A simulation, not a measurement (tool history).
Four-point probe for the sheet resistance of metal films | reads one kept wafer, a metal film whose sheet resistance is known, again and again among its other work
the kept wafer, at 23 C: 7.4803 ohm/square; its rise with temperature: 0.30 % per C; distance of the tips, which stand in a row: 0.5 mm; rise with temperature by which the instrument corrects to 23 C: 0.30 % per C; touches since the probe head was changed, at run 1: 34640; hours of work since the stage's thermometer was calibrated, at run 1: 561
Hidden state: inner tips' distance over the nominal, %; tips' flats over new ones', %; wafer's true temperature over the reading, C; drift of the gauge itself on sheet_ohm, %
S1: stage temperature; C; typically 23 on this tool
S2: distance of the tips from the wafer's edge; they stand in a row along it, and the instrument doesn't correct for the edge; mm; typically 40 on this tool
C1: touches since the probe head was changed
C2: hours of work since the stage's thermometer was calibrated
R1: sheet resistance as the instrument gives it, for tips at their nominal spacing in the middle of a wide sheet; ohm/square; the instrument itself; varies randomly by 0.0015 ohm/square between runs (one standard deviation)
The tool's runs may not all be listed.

run   hour  S1  S2     C1   C2        R1
  1      0  23  40  34640  561  7.515759
  2    8.8  23  40  35125  567   7.51809
  3   19.2  23  40  35700  573  7.515683
  4     28  23  10  36189  579  7.526062
  5     35  23  40  36579  584  7.517076
  6   49.4  23  40  37371  593  7.516992
  7     57  20  40  37792  598  7.515478
  8   69.4  20  40  38480  606  7.515264
  9   83.6  20  40  39264  615  7.517797
 10     94  23  40  39838  621  7.519348
 11  106.5  23  40  40532  629  7.519754
 12  123.4  23  23  41468  640  7.523603
 13  134.2  23  23  42063  647  7.519241
 14  144.5  23  23  42634  654  7.519182
 15  160.9  31  40  43543  664  7.521032
 16  173.5  31  40  44239  672  7.522564
 17  181.7  31  40  44690  677  7.519609
 18  190.7  23  40  45188  683  7.523455
     192.3  -- stage's thermometer calibrated
 19  201.7  23  40  45768    6  7.520101
 20    210  27  40  46229   11  7.520637
 21  218.6  27  40  46702   17    7.5226
 22  227.5  32  69  47198   23  7.523482
 23  239.1  32   9  47840   30  7.536285
 24  255.2  26  13  48728   40   7.52607
 25  266.1  32   6  49329   47  7.551809
 26  273.2  32  12  49722   52  7.530059
 27  288.9  32  12  50593   62  7.530828
     294.6  -- stage's thermometer calibrated, once more
 28  297.4  22  72  51036    2   7.51415
 29  312.8  27   5  51885   12  7.556412
 30  328.5  27  37  52755   22  7.517362
 31  339.8  33  11  53379   29  7.526312
 32  349.2  28  74  53902   35  7.519104
 33  358.4  28  71  54410   41  7.517815
 34  373.6  28  13  55247   51  7.523936
 35  383.4  28  13  55790   57  7.523581
 36  395.9  28  13  56482   65  7.527524
 37  409.6  22  31  57242   74  7.517335
 38  423.6  23  23  58015   83  7.520094
 39    437  27  38  58757   91  7.521516
 40  451.9  29   8  59583  101  7.537411
 41  467.1  29   8  60420  111  7.534121

Below, some changes in R1 between adjacent runs. For each, the amount present without the hidden state too (settings, incoming material, random variation) and the amount remaining for the hidden state with gauge scatter not shared by both compared results:
Run 18 -> 19: stage's thermometer calibrated. R1 -0.003354 ohm/square: hidden state +0.0011, all else -0.004454.
Run 24 -> 25: S1 26 -> 32, S2 13 -> 6. R1 +0.025739 ohm/square: hidden state +0.000237, all else +0.025502.
Run 27 -> 28: S1 32 -> 22, S2 12 -> 72, stage's thermometer calibrated, once more. R1 -0.016678 ohm/square: hidden state -0.006594, all else -0.010084.
Run 28 -> 29: S1 22 -> 27, S2 72 -> 5. R1 +0.042262 ohm/square: hidden state +0.000471, all else +0.041791.
Run 29 -> 30: S2 5 -> 37. R1 -0.03905 ohm/square: hidden state +0.000091, all else -0.039141.
